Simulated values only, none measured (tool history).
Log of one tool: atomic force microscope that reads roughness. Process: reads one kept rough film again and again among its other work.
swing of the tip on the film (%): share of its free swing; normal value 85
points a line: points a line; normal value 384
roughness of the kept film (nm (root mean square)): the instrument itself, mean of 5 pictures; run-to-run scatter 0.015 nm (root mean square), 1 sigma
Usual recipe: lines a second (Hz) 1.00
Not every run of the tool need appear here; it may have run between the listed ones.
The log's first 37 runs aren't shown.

run,hour,lines a second (Hz),swing of the tip on the film (%),points a line,roughness of the kept film (nm (root mean square))
38,249.6,3.65,68,396,3.460
39,257.4,3.65,68,503,3.475
40,262.5,1.15,79,312,3.662
41,267.1,3.08,88,384,2.893
42,274.6,3.08,88,384,2.919
43,282.8,3.08,88,384,2.914
44,288.7,1.00,60,771,3.928
# hour 293.8: new tip fitted
45,295.7,0.79,84,384,3.715
46,301.2,1.00,88,703,3.621
47,305.4,1.00,88,703,3.566
48,310.9,1.55,85,384,3.435
49,318.4,2.73,83,384,3.149
50,326.6,3.69,81,286,3.029
51,331.2,2.76,66,526,3.626
52,337.8,3.32,83,384,3.024

Branching from run 52: 4 alternative next runs. What would each branch give?
A,343.2,0.62,56,962,?
B,343.2,1.50,58,384,?
C,343.2,2.28,85,846,?
D,343.2,2.16,83,384,?

run,roughness of the kept film (nm (root mean square))
A,4.000
B,3.857
C,3.243
D,3.308
Stripped of hidden state, with their random variation kept, the same runs would have yielded:
run,roughness of the kept film (nm (root mean square))
A,4.009
B,3.866
C,3.251
D,3.316

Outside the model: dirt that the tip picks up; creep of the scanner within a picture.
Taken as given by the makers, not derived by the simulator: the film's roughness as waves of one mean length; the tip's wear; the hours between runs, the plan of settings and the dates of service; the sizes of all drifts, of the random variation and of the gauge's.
